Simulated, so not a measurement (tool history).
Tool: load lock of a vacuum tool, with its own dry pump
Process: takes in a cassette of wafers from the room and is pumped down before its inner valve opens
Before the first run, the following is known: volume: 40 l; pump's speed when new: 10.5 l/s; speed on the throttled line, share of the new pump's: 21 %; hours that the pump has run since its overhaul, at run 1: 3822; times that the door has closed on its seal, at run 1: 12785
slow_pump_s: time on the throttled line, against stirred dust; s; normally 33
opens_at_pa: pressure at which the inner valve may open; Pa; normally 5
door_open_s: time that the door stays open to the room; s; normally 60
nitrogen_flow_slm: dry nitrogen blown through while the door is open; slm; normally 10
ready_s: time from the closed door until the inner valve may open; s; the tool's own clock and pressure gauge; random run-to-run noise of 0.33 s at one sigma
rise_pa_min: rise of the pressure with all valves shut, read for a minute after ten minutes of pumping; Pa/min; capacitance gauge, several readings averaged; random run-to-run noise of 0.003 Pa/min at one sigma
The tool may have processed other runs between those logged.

run    hour  slow_pump_s  opens_at_pa  door_open_s  nitrogen_flow_slm  hours that the pump has run since its overhaul  times that the door has closed on its seal  incoming humidity of the room's air, %  ready_s  rise_pa_min
  1       0           33            5           60                 10                                            3822                                       12785                                    46.9     64.2        0.052
  2   209.5           47            5           60                 10                                            4031                                       13263                                    46.6     75.4        0.049
  3   310.2           47            5           60                 10                                            4132                                       13493                                    44.9       76        0.053
  4   430.5           16            5           60                 10                                            4252                                       13768                                    41.9     51.4        0.048
  5   585.5           16            5           60                 10                                            4407                                       14123                                    42.8       51         0.04
  6     686           16            5           60                 10                                            4508                                       14352                                      47     51.2         0.05
  7   837.9           33            5           53                 10                                            4659                                       14699                                    41.8     64.8        0.037
  8  1067.3           33            5           53                 10                                            4889                                       15223                                    44.7     64.8        0.042
  9  1216.9           33           10           60                 10                                            5038                                       15565                                    43.1     61.8        0.045
 10  1392.7           33            5           60                 10                                            5214                                       15967                                    44.4       65        0.047
 11  1567.8           33            5           60                 10                                            5389                                       16367                                    44.1       65        0.052
 12  1724.4           33            5           60                 10                                            5546                                       16725                                    46.5     64.7         0.05
 13  1927.5           33            5           60                 10                                            5749                                       17189                                    44.2     64.7        0.047
 14  2035.8           33            5           60                 10                                            5857                                       17436                                      44     64.9        0.051
 15  2197.3           33            5           60                 10                                            6019                                       17805                                    47.7       65        0.041
 16    2312           16            5           60                 10                                            6134                                       18067                                    44.5     51.2        0.044
 17  2499.9           22            5           60                 10                                            6321                                       18496                                    45.4     55.5        0.049
 18  2651.1           22            5           60                 10                                            6473                                       18842                                      44     55.8        0.044
 19  2872.5           42            5           60                 20                                            6694                                       19348                                    53.1     71.6        0.047
 20    3073           40            6           60                  7                                            6895                                       19806                                    44.3     68.9        0.044
 21    3182           55            6           60                 10                                            7004                                       20055                                    44.1       81        0.048
 22  3354.7           28            8           99                  5                                            7176                                       20449                                    43.1     58.5        0.068
 23    3453           28            8           99                  5                                            7275                                       20674                                    44.1     58.6        0.068
 24  3605.1           33            5           60                 36                                            7427                                       21021                                    47.5     64.8        0.034
 25  3752.1           33            9           60                 10                                            7574                                       21357                                    42.7     62.6        0.045
 26  3945.1           55            4          104                  5                                            7767                                       21798                                    47.8     83.6        0.076
 27  4081.3           48            5          221                  6                                            7903                                       22109                                    45.4     76.4         0.11
 28    4279           43            5          137                 10                                            8101                                       22561                                    43.8     71.9        0.074
 29  4481.9           40            5           89                 27                                            8303                                       23025                                    42.2     70.2        0.044
 30  4619.5           33            5           25                 12                                            8441                                       23339                                    45.3     64.6        0.021
 31  4720.5           33            7          156                 23                                            8542                                       23570                                      48     63.3        0.068
 32  4902.3           31            6          190                  6                                            8724                                       23985                                    44.6     62.5        0.095
 33    5093           31            6          190                  6                                            8914                                       24421                                    47.7     61.9        0.104
 34  5319.5           31            6          194                  6                                            9141                                       24939                                      43     62.3        0.095
 35  5463.3           24            8          109                 27                                            9285                                       25267                                    44.3     55.7        0.054
 36  5610.9           19            8          109                  8                                            9432                                       25604                                    41.7     52.3        0.064

What if the next run were any one of these 5? Each begins from the tool's condition after run 36:
     5719.1  -- dry pump taken out, an overhauled one fitted
  A  5804.5           33            8           60                 10                                              85                                       26033                                    44.3        ?            ?
     5719.1  -- dry pump taken out, an overhauled one fitted
  B  5804.5           33            5           36                 10                                              85                                       26033                                    42.9        ?            ?
     5719.1  -- dry pump taken out, an overhauled one fitted
  C  5804.5           19            8          109                  7                                              85                                       26033                                      40        ?            ?
     5719.1  -- dry pump taken out, an overhauled one fitted
  D  5804.5           33            5          122                 11                                              85                                       26033                                      45        ?            ?
     5719.1  -- dry pump taken out, an overhauled one fitted
  E  5804.5           19            8          220                  8                                              85                                       26033                                    46.1        ?            ?

run  ready_s  rise_pa_min
  A     62.4        0.044
  B     64.9        0.035
  C     51.1        0.065
  D     65.5        0.076
  E     51.5        0.112
Without the tool's hidden state the same runs would have given:
run  ready_s  rise_pa_min
  A     62.4        0.043
  B     64.9        0.034
  C     51.1        0.065
  D     65.5        0.075
  E     51.5        0.111
